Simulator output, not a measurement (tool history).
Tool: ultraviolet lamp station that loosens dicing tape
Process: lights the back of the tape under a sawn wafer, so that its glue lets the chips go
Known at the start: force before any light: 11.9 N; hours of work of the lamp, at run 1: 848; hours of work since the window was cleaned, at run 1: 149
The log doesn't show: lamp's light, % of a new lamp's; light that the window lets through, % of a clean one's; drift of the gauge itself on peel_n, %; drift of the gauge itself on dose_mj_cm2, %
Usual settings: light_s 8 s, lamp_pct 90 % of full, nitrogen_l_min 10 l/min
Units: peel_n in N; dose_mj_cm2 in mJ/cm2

run     day  light_s  lamp_pct  nitrogen_l_min  hours of work of the lamp  hours of work since the window was cleaned  peel_n  dose_mj_cm2
  1   0.000        8        90              10                        848                                         149   1.212          442
  2   1.321        8        90              10                        865                                         167   1.259          433
  3   2.954        8        90              10                        888                                         189   1.293          433
  4   4.038        8        90              10                        903                                         204   1.258          436
  5   5.508        8        90              10                        923                                         224   1.344          429
  6   6.504        8        90              10                        936                                         237   1.308          427
  7   7.725        8        90               6                        953                                         254   1.964          425
  8   9.150        8        90               6                        972                                         273   1.956          425
  9  10.608        8        90               8                        992                                         293   1.617          416
 10  11.846        8        90               8                       1009                                         310   1.658          418
 11  12.767        8        80               6                       1021                                         323   2.382          373
 12  13.862        8        73              18                       1036                                         338   1.408          334
 13  15.017        8        73              18                       1052                                         353   1.438          331
 14  16.175        8        69              10                       1068                                         369   2.260          313
 15  17.617        8        88               6                       1088                                         389   2.141          396
 16  19.158       13        90              19                       1109                                         410   0.323          650
 17  20.558       13        90              19                       1128                                         429   0.338          650

Measured less the same run without the tool's hidden state. The same run-to-run variation is in both; the gauge's scatter may not be:
run  peel_n  dose_mj_cm2
  1  +0.370          -82
  2  +0.392          -84
  3  +0.415          -87
  4  +0.413          -90
  5  +0.450          -92
  6  +0.450          -94
  7  +0.615          -96
  8  +0.629          -99
  9  +0.569         -102
 10  +0.598         -105
 11  +0.754          -95
 12  +0.543          -89
 13  +0.566          -90
 14  +0.784          -87
 15  +0.772         -113
 16  +0.095         -193
 17  +0.102         -197

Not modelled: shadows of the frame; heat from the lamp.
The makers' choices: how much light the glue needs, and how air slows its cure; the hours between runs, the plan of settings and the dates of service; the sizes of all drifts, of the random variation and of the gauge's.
